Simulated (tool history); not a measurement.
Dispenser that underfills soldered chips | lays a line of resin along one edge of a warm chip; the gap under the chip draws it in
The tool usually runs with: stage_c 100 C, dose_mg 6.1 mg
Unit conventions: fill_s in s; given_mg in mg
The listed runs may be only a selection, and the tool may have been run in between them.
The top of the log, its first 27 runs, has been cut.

run     day  stage_c  dose_mg  hours of work since the syringe was changed  hours of work since the valve was cleaned  hours of work since the stage was calibrated  fill_s  given_mg
 28   8.546      101     6.95                                            6                                         67                                           188   132.7      6.55
       8.85  -- new syringe of resin
 29   8.854      101     6.95                                            0                                         71                                           193    99.7      6.45
 30   9.108       85      6.1                                            4                                         75                                           197   274.2      5.71
 31   9.362       98     5.54                                            8                                         80                                           201   187.1      5.04
      9.504  -- new syringe of resin
 32     9.6       93     5.54                                            2                                         83                                           205   161.3      5.03
 33   9.858       93     5.54                                            6                                         87                                           209   202.8      5.05
     10.138  -- new syringe of resin
 34  10.271      101     6.14                                            2                                         94                                           216   109.5      5.58
 35  10.504       99     6.45                                            6                                         98                                           219   151.1       5.8

Predict each of these 3 candidate next runs independently; none follows another, all start after run 35:
     10.679  -- dispensing valve cleaned and set on the balance
  A  10.758       89     5.89                                            9                                          1                                           223       ?         ?
     10.679  -- dispensing valve cleaned and set on the balance
  B  10.758      112     5.28                                            9                                          1                                           223       ?         ?
     10.679  -- dispensing valve cleaned and set on the balance
  C  10.758       90     5.28                                            9                                          1                                           223       ?         ?

run  fill_s  given_mg
  A   294.4      5.95
  B   101.1      5.35
  C   281.6      5.26
Had the tool no hidden state, the same runs would have come out as:
run  fill_s  given_mg
  A   170.2      5.96
  B    58.8      5.35
  C   162.8      5.27

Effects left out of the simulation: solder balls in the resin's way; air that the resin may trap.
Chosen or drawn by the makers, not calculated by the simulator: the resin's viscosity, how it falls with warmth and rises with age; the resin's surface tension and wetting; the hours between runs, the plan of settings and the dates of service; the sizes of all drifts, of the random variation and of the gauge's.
